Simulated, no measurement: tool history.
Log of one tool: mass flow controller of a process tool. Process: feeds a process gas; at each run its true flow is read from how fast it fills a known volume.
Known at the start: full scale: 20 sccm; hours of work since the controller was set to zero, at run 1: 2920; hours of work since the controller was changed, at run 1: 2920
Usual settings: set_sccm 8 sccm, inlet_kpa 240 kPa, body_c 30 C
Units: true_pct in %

run,hour,set_sccm,inlet_kpa,body_c,hours of work since the controller was set to zero,hours of work since the controller was changed,true_pct
1,0,8,240,30,2920,2920,101.18
2,385.2,8,240,30,3037,3037,101.34
3,733.3,8,240,30,3142,3142,101.33
4,1139.1,8,240,30,3264,3264,101.59
5,1565.5,8,240,30,3393,3393,101.59
6,2080.3,8,240,38,3549,3549,102.71
7,2471.4,3,240,30,3667,3667,102.21
8,2860.9,3,240,30,3784,3784,102.29
9,3188.8,3,240,30,3883,3883,102.54
10,3474.3,8,240,30,3970,3970,102.06
11,3938.8,8,240,30,4110,4110,102.32
12,4291.3,2,240,30,4216,4216,103.65
13,4801.4,2,240,30,4371,4371,103.88
14,5131.4,8,240,30,4470,4470,102.55
# hour 5419.8: controller's zero set anew
15,5606.3,8,240,37,56,4613,103.78
16,5924.4,8,240,31,152,4710,103.27
17,6207.8,8,240,31,238,4795,103.24
18,6657.5,4,240,30,374,4931,103.79
19,6985,4,270,30,473,5030,103.73
20,7308.7,4,270,30,570,5128,103.99
21,7770.8,17,240,30,710,5267,104.25
# hour 7932.6: controller exchanged for a calibrated one
22,8059.4,17,240,30,38,38,100.09
# hour 8143.1: controller's zero set anew, once more
23,8311.3,8,240,30,51,114,98.84
24,8613.4,8,240,30,142,205,98.9
25,9028.5,8,240,30,267,331,98.93
26,9518.7,3,240,30,415,479,98.49
27,9927.2,3,240,30,539,602,98.58
28,10237.6,2,238,30,633,696,98.69
29,10694.5,2,189,22,771,834,98.3
30,11083.4,2,189,22,888,951,98.4
31,11300.5,11,164,24,954,1017,99.62
32,11772.5,7,164,24,1096,1160,99.27
33,12181.5,7,164,24,1220,1283,99.44
34,12609.1,3,160,24,1349,1412,99.35
35,13070,5,172,26,1488,1551,99.7
36,13488.3,8,172,37,1614,1678,101.38
37,13716.4,3,171,38,1683,1747,101.36
38,13966.5,8,161,38,1759,1822,101.69
39,14357.9,19,247,28,1877,1940,101.6
40,14801.9,5,176,30,2011,2074,100.64
41,15265.8,5,176,30,2151,2215,100.84
42,15749.9,3,243,30,2297,2361,100.75
43,16023.3,10,208,29,2380,2443,101.17
44,16538,10,208,29,2535,2599,101.36
45,16965.9,4,179,30,2665,2728,101.39
46,17259.8,4,187,32,2753,2817,101.81
47,17568.2,2,233,30,2847,2910,102.15

How the hidden state differs across the entries between the runs, from the last listed run before each to the first after it:
Between runs 14 and 15: controller's zero set anew (hour 5419.8)
  flow at rest that the sensor doesn't see, % of full scale: 0.324 -> 0.44; true flow over the shown one, %: 3.17 -> 3.28
  measured less the result without the state, true_pct: +3.98 -> +4.38 %
Between runs 21 and 22: controller exchanged for a calibrated one (hour 7932.6)
  flow at rest that the sensor doesn't see, % of full scale: 0.491 -> 0.018; true flow over the shown one, %: 3.75 -> 0.12
  measured less the result without the state, true_pct: +4.32 -> +0.14 %
Between runs 22 and 23: controller's zero set anew, once more (hour 8143.1)
  flow at rest that the sensor doesn't see, % of full scale: 0.018 -> 0.008; true flow over the shown one, %: 0.12 -> 0.18
  measured less the result without the state, true_pct: +0.14 -> +0.2 %
